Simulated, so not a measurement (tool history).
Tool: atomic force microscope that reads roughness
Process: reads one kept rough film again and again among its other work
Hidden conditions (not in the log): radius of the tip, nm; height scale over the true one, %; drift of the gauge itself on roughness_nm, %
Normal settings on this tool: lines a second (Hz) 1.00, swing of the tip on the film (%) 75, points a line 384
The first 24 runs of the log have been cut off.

| run | hour | lines a second (Hz) | swing of the tip on the film (%) | points a line | pictures with this tip | hours of work since the height scale was calibrated | roughness of the kept film (nm (root mean square)) |
|---|---|---|---|---|---|---|---|
|  | 294.0 | new tip fitted |
| 25 | 306.9 | 1.23 | 63 | 714 | 20 | 440 | 3.005 |
| 26 | 318.6 | 2.53 | 63 | 287 | 38 | 447 | 2.710 |
| 27 | 335.7 | 2.53 | 63 | 418 | 64 | 458 | 2.568 |
| 28 | 343.0 | 2.53 | 63 | 418 | 75 | 462 | 2.489 |
| 29 | 356.9 | 1.73 | 55 | 418 | 96 | 471 | 2.457 |
| 30 | 366.2 | 0.81 | 75 | 384 | 111 | 476 | 2.343 |
| 31 | 376.9 | 0.81 | 75 | 611 | 127 | 483 | 2.251 |
| 32 | 391.4 | 2.02 | 75 | 266 | 149 | 492 | 1.953 |
|  | 396.1 | new tip fitted |
| 33 | 401.1 | 2.02 | 75 | 266 | 7 | 497 | 2.837 |
| 34 | 418.5 | 1.00 | 75 | 403 | 34 | 508 | 2.804 |
| 35 | 436.3 | 0.75 | 71 | 331 | 61 | 518 | 2.657 |
| 36 | 450.1 | 0.86 | 66 | 476 | 82 | 527 | 2.526 |
| 37 | 457.4 | 1.44 | 66 | 381 | 93 | 531 | 2.390 |
| 38 | 474.1 | 3.35 | 67 | 441 | 119 | 541 | 2.084 |
| 39 | 491.1 | 1.99 | 88 | 279 | 145 | 552 | 1.810 |
|  | 499.0 | new tip fitted |
| 40 | 500.2 | 1.99 | 88 | 279 | 2 | 557 | 2.643 |
| 41 | 512.6 | 0.61 | 58 | 384 | 21 | 565 | 3.023 |
| 42 | 520.9 | 0.61 | 58 | 384 | 34 | 570 | 2.925 |
| 43 | 538.5 | 1.00 | 75 | 857 | 60 | 580 | 2.619 |
| 44 | 555.4 | 1.00 | 79 | 384 | 86 | 591 | 2.395 |

4 ways to go on from here, each from the tool as it stands after run 44. What would each give?
| A | 571.4 | 2.09 | 63 | 571 | 111 | 600 | ? |
| B | 571.4 | 1.00 | 79 | 338 | 111 | 600 | ? |
| C | 571.4 | 1.50 | 75 | 348 | 111 | 600 | ? |
| D | 571.4 | 1.56 | 79 | 384 | 111 | 600 | ? |

| run | roughness of the kept film (nm (root mean square)) |
|---|---|
| A | 2.290 |
| B | 2.251 |
| C | 2.238 |
| D | 2.170 |
With no hidden state in the tool, these same runs would have given:
| run | roughness of the kept film (nm (root mean square)) |
|---|---|
| A | 3.153 |
| B | 3.100 |
| C | 3.083 |
| D | 2.988 |
